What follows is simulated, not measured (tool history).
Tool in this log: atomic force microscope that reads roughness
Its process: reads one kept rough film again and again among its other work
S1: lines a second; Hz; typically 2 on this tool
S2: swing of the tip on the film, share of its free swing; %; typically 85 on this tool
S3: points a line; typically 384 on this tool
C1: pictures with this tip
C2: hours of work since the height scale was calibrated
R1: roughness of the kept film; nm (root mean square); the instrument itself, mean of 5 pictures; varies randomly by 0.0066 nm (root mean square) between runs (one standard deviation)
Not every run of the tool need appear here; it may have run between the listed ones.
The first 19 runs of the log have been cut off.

run	hour	S1	S2	S3	C1	C2	R1
20	216	2	85	384	241	567	1.22
21	223.1	1.52	85	384	255	572	1.238
22	238.4	1.52	85	384	283	582	1.233
23	248.7	2.64	75	384	302	589	1.222
24	256.2	2.64	75	384	316	594	1.213
# hour 265.5: new tip fitted
25	270.1	2	76	384	8	603	1.365
26	279.1	2	76	384	25	609	1.368
27	291.4	2	68	678	48	617	1.405
28	301.6	2	68	678	67	623	1.381
29	315	2	68	678	92	632	1.382
30	324	0.91	58	632	109	638	1.421
31	339.7	1.43	60	937	138	648	1.403
32	348.8	1.43	60	937	155	654	1.383
33	357.7	1.43	60	937	172	660	1.385
34	374.2	1.67	85	384	202	671	1.253

What if the next run were any one of these 5? Each begins from the tool's condition after run 34:
A	387	1.67	85	356	226	679	?
B	387	0.86	85	384	226	679	?
C	387	2	75	423	226	679	?
D	387	2.06	74	360	226	679	?
E	387	3.84	78	384	226	679	?

run	R1
A	1.251
B	1.304
C	1.275
D	1.273
E	1.179
Stripped of hidden state, with their random variation kept, the same runs would have yielded:
run	R1
A	1.346
B	1.403
C	1.371
D	1.369
E	1.269
